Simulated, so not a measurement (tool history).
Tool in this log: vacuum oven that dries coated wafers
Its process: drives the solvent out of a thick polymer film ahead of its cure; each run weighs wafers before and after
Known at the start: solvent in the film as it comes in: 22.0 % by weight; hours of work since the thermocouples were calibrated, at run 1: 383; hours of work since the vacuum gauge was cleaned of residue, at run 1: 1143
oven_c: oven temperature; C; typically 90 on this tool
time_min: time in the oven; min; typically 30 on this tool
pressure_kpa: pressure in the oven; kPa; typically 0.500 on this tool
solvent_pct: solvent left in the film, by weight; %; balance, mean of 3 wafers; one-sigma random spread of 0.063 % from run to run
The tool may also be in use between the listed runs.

| run | day | oven_c | time_min | pressure_kpa | hours of work since the thermocouples were calibrated | hours of work since the vacuum gauge was cleaned of residue | solvent_pct |
|---|---|---|---|---|---|---|---|
| 1 | 0.000 | 90 | 30 | 0.500 | 383 | 1143 | 5.35 |
| 2 | 2.083 | 90 | 21 | 0.500 | 417 | 1177 | 7.57 |
| 3 | 3.283 | 90 | 21 | 0.500 | 437 | 1197 | 7.54 |
| 4 | 4.996 | 90 | 30 | 0.500 | 465 | 1225 | 5.34 |
| 5 | 7.017 | 92 | 30 | 0.500 | 499 | 1259 | 4.65 |
| 6 | 8.717 | 92 | 30 | 0.500 | 527 | 1287 | 4.80 |
| 7 | 10.621 | 90 | 25 | 0.500 | 558 | 1318 | 6.68 |
| 8 | 12.829 | 100 | 30 | 0.500 | 595 | 1355 | 2.52 |
| 9 | 14.138 | 90 | 36 | 0.500 | 616 | 1376 | 4.34 |
| 10 | 15.483 | 90 | 30 | 0.500 | 638 | 1399 | 5.38 |
| 11 | 17.475 | 90 | 30 | 0.500 | 671 | 1431 | 5.59 |
| 12 | 19.592 | 90 | 16 | 0.500 | 706 | 1466 | 9.63 |
| 13 | 21.908 | 90 | 30 | 1.346 | 744 | 1505 | 6.03 |
| 14 | 24.238 | 90 | 30 | 0.500 | 783 | 1543 | 5.47 |
| 15 | 26.150 | 96 | 30 | 0.500 | 815 | 1575 | 3.71 |
| 16 | 28.250 | 90 | 20 | 0.500 | 849 | 1609 | 8.19 |
| 17 | 29.683 | 90 | 20 | 0.500 | 873 | 1633 | 8.29 |
| 18 | 31.496 | 90 | 20 | 0.500 | 903 | 1663 | 8.21 |
| 19 | 33.196 | 90 | 20 | 0.500 | 931 | 1691 | 8.21 |
| 20 | 35.421 | 90 | 20 | 0.500 | 968 | 1728 | 8.36 |
| 21 | 37.042 | 90 | 20 | 0.500 | 994 | 1755 | 8.38 |
|  | 38.629 | oven's thermocouples calibrated |
| 22 | 39.012 | 90 | 20 | 0.500 | 6 | 1786 | 7.81 |
| 23 | 40.475 | 90 | 46 | 1.327 | 30 | 1810 | 3.39 |
| 24 | 41.675 | 90 | 46 | 1.327 | 50 | 1830 | 3.47 |
| 25 | 42.662 | 97 | 30 | 0.500 | 67 | 1846 | 3.18 |
| 26 | 44.758 | 90 | 30 | 0.477 | 101 | 1881 | 5.36 |
| 27 | 46.008 | 90 | 30 | 0.477 | 122 | 1901 | 5.43 |
| 28 | 48.192 | 103 | 29 | 0.540 | 158 | 1937 | 1.98 |
| 29 | 49.746 | 79 | 34 | 0.500 | 184 | 1963 | 8.56 |
| 30 | 51.942 | 93 | 17 | 0.731 | 220 | 1999 | 7.88 |
|  | 52.112 | vacuum gauge cleaned of residue and calibrated |
| 31 | 53.017 | 90 | 16 | 0.713 | 237 | 15 | 9.48 |
| 32 | 55.321 | 90 | 16 | 0.713 | 275 | 53 | 9.40 |
| 33 | 56.988 | 90 | 30 | 0.640 | 302 | 81 | 5.78 |
| 34 | 58.496 | 90 | 30 | 0.640 | 327 | 105 | 5.68 |
| 35 | 60.575 | 101 | 49 | 0.500 | 361 | 140 | 1.05 |
|  | 61.429 | vacuum gauge cleaned of residue and calibrated, once more |
| 36 | 62.817 | 101 | 49 | 0.500 | 397 | 23 | 0.76 |
| 37 | 64.129 | 96 | 31 | 0.794 | 419 | 45 | 3.33 |
| 38 | 65.733 | 98 | 19 | 0.382 | 445 | 71 | 5.44 |
| 39 | 67.525 | 79 | 19 | 1.896 | 475 | 101 | 12.56 |
| 40 | 68.992 | 102 | 30 | 1.968 | 499 | 125 | 2.47 |
| 41 | 70.308 | 93 | 30 | 0.937 | 521 | 147 | 4.49 |

Forecast run 42:
| 42 | 71.846 | 103 | 37 | 0.647 | 546 | 172 | ? |

Run 42 yielded solvent_pct 1.19 %.
If the tool had no hidden condition, the same run with the same run-to-run variation would have returned solvent_pct 0.98 %.
